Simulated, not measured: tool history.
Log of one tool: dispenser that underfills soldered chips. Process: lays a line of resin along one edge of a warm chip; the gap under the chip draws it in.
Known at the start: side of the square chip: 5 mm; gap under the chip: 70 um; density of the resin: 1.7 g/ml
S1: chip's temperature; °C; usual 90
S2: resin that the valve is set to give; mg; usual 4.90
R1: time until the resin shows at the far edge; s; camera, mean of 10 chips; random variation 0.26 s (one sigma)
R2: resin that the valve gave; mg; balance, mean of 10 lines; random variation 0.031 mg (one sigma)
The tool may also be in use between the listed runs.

Run 1, hour 0.0: usual settings. Result: R1 5.5 s, R2 4.54 mg.
Run 2, hour 6.1: usual settings. Result: R1 7.2 s, R2 4.52 mg.
At hour 9.5: new syringe of resin.
Run 3, hour 10.5: usual settings. Result: R1 5.6 s, R2 4.52 mg.
Run 4, hour 16.7: usual settings. Result: R1 6.3 s, R2 4.52 mg.
At hour 20.8: new syringe of resin.
Run 5, hour 22.7: usual settings. Result: R1 5.3 s, R2 4.47 mg.
Run 6, hour 29.1: usual settings but S2 4.80 mg. Result: R1 7.1 s, R2 4.44 mg.
At hour 32.2: new syringe of resin.
Run 7, hour 34.3: usual settings but S2 4.80 mg. Result: R1 6.2 s, R2 4.31 mg.
Run 8, hour 38.9: usual settings but S2 4.80 mg. Result: R1 6.8 s, R2 4.34 mg.
At hour 43.9: new syringe of resin.
Run 9, hour 45.2: usual settings but S2 4.80 mg. Result: R1 5.6 s, R2 4.34 mg.
At hour 46.7: dispensing valve cleaned and set on the balance.
Run 10, hour 50.0: usual settings but S2 5.62 mg. Result: R1 6.4 s, R2 5.65 mg.
Run 11, hour 55.6: usual settings. Result: R1 7.7 s, R2 4.94 mg.
At hour 56.6: new syringe of resin.
Run 12, hour 62.5: usual settings. Result: R1 6.5 s, R2 4.87 mg.
At hour 68.0: new syringe of resin.
Run 13, hour 68.0: usual settings but S2 4.93 mg. Result: R1 5.4 s, R2 4.85 mg.
Run 14, hour 72.3: usual settings. Result: R1 6.2 s, R2 4.85 mg.
Run 15, hour 76.5: usual settings but S1 105 °C. Result: R1 4.9 s, R2 4.86 mg.
At hour 79.4: new syringe of resin.
Run 16, hour 82.4: usual settings but S1 105 °C. Result: R1 3.8 s, R2 4.81 mg.
Run 17, hour 88.0: usual settings but S1 105 °C. Result: R1 4.3 s, R2 4.80 mg.
At hour 90.8: new syringe of resin.
Run 18, hour 94.5: usual settings but S2 4.38 mg. Result: R1 6.8 s, R2 4.27 mg.
Run 19, hour 97.4: usual settings but S1 93 °C, S2 5.03 mg. Result: R1 6.0 s, R2 4.86 mg.
Run 20, hour 101.0: usual settings but S1 81 °C, S2 6.12 mg. Result: R1 9.5 s, R2 5.95 mg.
At hour 102.5: new syringe of resin.
Run 21, hour 104.6: usual settings but S1 88 °C, S2 4.66 mg. Result: R1 6.7 s, R2 4.56 mg.
Run 22, hour 107.8: usual settings but S1 88 °C, S2 4.66 mg. Result: R1 6.9 s, R2 4.52 mg.
At hour 114.0: new syringe of resin.
Run 23, hour 114.8: usual settings but S1 84 °C, S2 6.29 mg. Result: R1 7.3 s, R2 6.14 mg.
Run 24, hour 121.1: usual settings but S1 95 °C, S2 5.45 mg. Result: R1 5.9 s, R2 5.31 mg.
At hour 125.4: new syringe of resin.
Run 25, hour 128.2: usual settings but S1 87 °C. Result: R1 6.2 s, R2 4.62 mg.
Run 26, hour 133.2: usual settings but S1 97 °C, S2 6.36 mg. Result: R1 5.5 s, R2 6.08 mg.
At hour 136.6: new syringe of resin.
Run 27, hour 137.3: usual settings but S1 94 °C, S2 6.05 mg. Result: R1 4.9 s, R2 5.85 mg.
Run 28, hour 143.9: usual settings but S1 79 °C, S2 5.57 mg. Result: R1 10.3 s, R2 5.28 mg.
At hour 148.1: new syringe of resin.
Run 29, hour 148.1: usual settings but S1 84 °C, S2 5.43 mg. Result: R1 7.1 s, R2 5.20 mg.
Run 30, hour 154.8: usual settings but S1 84 °C, S2 4.59 mg. Result: R1 8.2 s, R2 4.41 mg.
At hour 159.5: new syringe of resin.
Run 31, hour 159.7: usual settings but S1 80 °C, S2 5.01 mg. Result: R1 7.5 s, R2 4.76 mg.
Run 32, hour 164.5: usual settings but S1 80 °C, S2 5.01 mg. Result: R1 9.2 s, R2 4.75 mg.
Run 33, hour 168.9: usual settings but S1 80 °C, S2 5.01 mg. Result: R1 10.4 s, R2 4.76 mg.
At hour 170.7: new syringe of resin.
Run 34, hour 175.9: usual settings but S1 80 °C, S2 5.01 mg. Result: R1 8.9 s, R2 4.67 mg.
Run 35, hour 178.9: usual settings but S1 89 °C, S2 4.61 mg. Result: R1 7.4 s, R2 4.32 mg.

The same runs without the tool's hidden state, with the same run-to-run variation:
The hidden state here: resin's viscosity, % of fresh resin's; dose that the valve gives, % of what is set; true chip temperature over the reading, C; drift of the gauge itself on fill_s, %; drift of the gauge itself on given_mg, %.
run   R1    R2
  1  5.0  4.90
  2  5.3  4.90
  3  5.3  4.91
  4  4.7  4.92
  5  4.7  4.88
  6  5.1  4.86
  7  5.6  4.74
  8  5.2  4.78
  9  5.2  4.79
 10  5.3  5.65
 11  5.2  4.96
 12  5.2  4.90
 13  5.3  4.90
 14  5.2  4.91
 15  3.7  4.93
 16  3.3  4.89
 17  3.0  4.90
 18  6.0  4.37
 19  4.7  4.98
 20  6.4  6.11
 21  6.2  4.69
 22  5.7  4.66
 23  6.9  6.34
 24  4.5  5.50
 25  5.6  4.81
 26  4.3  6.34
 27  4.6  6.11
 28  7.7  5.54
 29  6.9  5.46
 30  6.2  4.65
 31  7.2  5.02
 32  7.6  5.03
 33  7.3  5.05
 34  7.3  4.97
 35  5.4  4.61
